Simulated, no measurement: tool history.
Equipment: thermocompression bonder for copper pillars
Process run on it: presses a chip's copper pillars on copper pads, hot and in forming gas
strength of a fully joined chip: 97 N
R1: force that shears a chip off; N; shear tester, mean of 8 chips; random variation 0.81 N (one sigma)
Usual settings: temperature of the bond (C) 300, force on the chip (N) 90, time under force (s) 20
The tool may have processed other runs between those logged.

{"run": 1, "hour": 0.0, "temperature of the bond (C)": 300, "force on the chip (N)": 90, "time under force (s)": 20, "R1": 63.9}
{"run": 2, "hour": 22.6, "temperature of the bond (C)": 300, "force on the chip (N)": 90, "time under force (s)": 20, "R1": 63.2}
{"run": 3, "hour": 49.7, "temperature of the bond (C)": 300, "force on the chip (N)": 90, "time under force (s)": 20, "R1": 63.2}
{"run": 4, "hour": 70.6, "temperature of the bond (C)": 300, "force on the chip (N)": 68, "time under force (s)": 20, "R1": 49.9}
{"run": 5, "hour": 93.5, "temperature of the bond (C)": 300, "force on the chip (N)": 90, "time under force (s)": 20, "R1": 62.4}
{"run": 6, "hour": 115.0, "temperature of the bond (C)": 300, "force on the chip (N)": 71, "time under force (s)": 20, "R1": 51.5}
{"run": 7, "hour": 144.5, "temperature of the bond (C)": 300, "force on the chip (N)": 90, "time under force (s)": 20, "R1": 63.2}
{"run": 8, "hour": 166.1, "temperature of the bond (C)": 300, "force on the chip (N)": 90, "time under force (s)": 20, "R1": 62.0}
{"run": 9, "hour": 182.4, "temperature of the bond (C)": 300, "force on the chip (N)": 90, "time under force (s)": 20, "R1": 62.0}
{"run": 10, "hour": 196.9, "temperature of the bond (C)": 300, "force on the chip (N)": 57, "time under force (s)": 20, "R1": 41.6}
{"run": 11, "hour": 220.7, "temperature of the bond (C)": 300, "force on the chip (N)": 90, "time under force (s)": 36, "R1": 72.4}
{"run": 12, "hour": 236.4, "temperature of the bond (C)": 300, "force on the chip (N)": 90, "time under force (s)": 36, "R1": 71.1}
{"run": 13, "hour": 264.9, "temperature of the bond (C)": 300, "force on the chip (N)": 90, "time under force (s)": 36, "R1": 70.6}
{"run": 14, "hour": 280.5, "temperature of the bond (C)": 300, "force on the chip (N)": 117, "time under force (s)": 20, "R1": 74.5}
{"run": 15, "hour": 302.2, "temperature of the bond (C)": 300, "force on the chip (N)": 117, "time under force (s)": 20, "R1": 74.9}
{"run": 16, "hour": 318.7, "temperature of the bond (C)": 300, "force on the chip (N)": 117, "time under force (s)": 20, "R1": 74.5}
{"run": 17, "hour": 337.2, "temperature of the bond (C)": 282, "force on the chip (N)": 92, "time under force (s)": 29, "R1": 56.4}
{"run": 18, "hour": 360.1, "temperature of the bond (C)": 300, "force on the chip (N)": 124, "time under force (s)": 11, "R1": 66.5}
{"run": 19, "hour": 386.3, "temperature of the bond (C)": 282, "force on the chip (N)": 98, "time under force (s)": 16, "R1": 50.7}
{"run": 20, "hour": 412.8, "temperature of the bond (C)": 300, "force on the chip (N)": 109, "time under force (s)": 20, "R1": 69.6}

Branching from run 20: 5 alternative next runs. What would each branch give?
{"run": "A", "hour": 435.8, "temperature of the bond (C)": 300, "force on the chip (N)": 110, "time under force (s)": 16, "R1": "?"}
{"run": "B", "hour": 435.8, "temperature of the bond (C)": 286, "force on the chip (N)": 90, "time under force (s)": 20, "R1": "?"}
{"run": "C", "hour": 435.8, "temperature of the bond (C)": 285, "force on the chip (N)": 68, "time under force (s)": 23, "R1": "?"}
{"run": "D", "hour": 435.8, "temperature of the bond (C)": 299, "force on the chip (N)": 79, "time under force (s)": 43, "R1": "?"}
{"run": "E", "hour": 435.8, "temperature of the bond (C)": 300, "force on the chip (N)": 57, "time under force (s)": 32, "R1": "?"}

run=A R1=65.5
run=B R1=50.5
run=C R1=41.2
run=D R1=67.1
run=E R1=49.7
Take away the tool's hidden state, keep each run's random variation, and the runs would have read:
run=A R1=69.0
run=B R1=52.7
run=C R1=42.7
run=D R1=70.7
run=E R1=51.8

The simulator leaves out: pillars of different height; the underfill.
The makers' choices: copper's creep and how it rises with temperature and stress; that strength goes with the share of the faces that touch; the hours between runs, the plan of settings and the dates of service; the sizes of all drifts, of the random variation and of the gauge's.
